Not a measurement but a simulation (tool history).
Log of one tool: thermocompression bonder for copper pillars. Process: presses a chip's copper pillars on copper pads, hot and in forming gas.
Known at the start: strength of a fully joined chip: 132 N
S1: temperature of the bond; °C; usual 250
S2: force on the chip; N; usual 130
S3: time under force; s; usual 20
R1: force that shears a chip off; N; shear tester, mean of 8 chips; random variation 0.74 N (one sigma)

run 1 day=0.000 | S1=250 S2=130 S3=20 | R1=79.9
run 2 day=1.904 | S1=250 S2=130 S3=16 | R1=74.9
run 3 day=4.112 | S1=250 S2=130 S3=20 | R1=80.2
run 4 day=6.142 | S1=250 S2=118 S3=20 | R1=76.4
run 5 day=8.883 | S1=250 S2=118 S3=30 | R1=85.5
-- day=9.858 forming gas filter changed
run 6 day=11.671 | S1=250 S2=118 S3=30 | R1=87.7
run 7 day=13.221 | S1=270 S2=118 S3=30 | R1=100.1
run 8 day=14.879 | S1=270 S2=118 S3=30 | R1=99.8
run 9 day=17.704 | S1=270 S2=118 S3=30 | R1=98.7
-- day=19.917 forming gas filter changed
run 10 day=20.762 | S1=270 S2=190 S3=30 | R1=115.3
run 11 day=22.642 | S1=270 S2=190 S3=30 | R1=115.7
-- day=24.500 heater calibrated with a thermocouple chip
run 12 day=25.354 | S1=270 S2=190 S3=30 | R1=112.5
run 13 day=27.596 | S1=270 S2=190 S3=30 | R1=114.2
run 14 day=29.396 | S1=270 S2=190 S3=30 | R1=114.4
-- day=29.996 forming gas filter changed
-- day=30.621 force cell calibrated
run 15 day=31.429 | S1=270 S2=190 S3=30 | R1=113.8
run 16 day=33.967 | S1=276 S2=190 S3=30 | R1=118.0
run 17 day=35.771 | S1=250 S2=170 S3=17 | R1=88.2
run 18 day=37.879 | S1=265 S2=114 S3=32 | R1=96.1
-- day=40.125 forming gas filter changed
run 19 day=40.775 | S1=265 S2=114 S3=32 | R1=96.4
run 20 day=43.083 | S1=230 S2=149 S3=32 | R1=83.5
run 21 day=45.629 | S1=260 S2=129 S3=24 | R1=90.8
run 22 day=48.725 | S1=246 S2=129 S3=31 | R1=87.4
-- day=50.104 forming gas filter changed
run 23 day=52.012 | S1=230 S2=130 S3=20 | R1=65.0
run 24 day=53.888 | S1=244 S2=130 S3=33 | R1=87.6
run 25 day=55.833 | S1=250 S2=130 S3=30 | R1=90.4
run 26 day=57.462 | S1=250 S2=130 S3=40 | R1=96.5
-- day=60.050 forming gas filter changed
run 27 day=60.333 | S1=250 S2=130 S3=40 | R1=96.3
run 28 day=61.754 | S1=250 S2=187 S3=21 | R1=96.4
run 29 day=63.950 | S1=250 S2=82 S3=58 | R1=88.4
run 30 day=66.475 | S1=250 S2=82 S3=58 | R1=88.9

Forecast each of these 4 alternatives for the next run:
run A day=68.871 | S1=250 S2=157 S3=16 | R1=?
run B day=68.871 | S1=250 S2=100 S3=58 | R1=?
run C day=68.871 | S1=250 S2=165 S3=20 | R1=?
run D day=68.871 | S1=236 S2=110 S3=37 | R1=?

run=A R1=83.2
run=B R1=96.0
run=C R1=87.8
run=D R1=78.7
Without the tool's hidden state the same runs would have given:
run=A R1=83.6
run=B R1=96.3
run=C R1=88.2
run=D R1=79.1

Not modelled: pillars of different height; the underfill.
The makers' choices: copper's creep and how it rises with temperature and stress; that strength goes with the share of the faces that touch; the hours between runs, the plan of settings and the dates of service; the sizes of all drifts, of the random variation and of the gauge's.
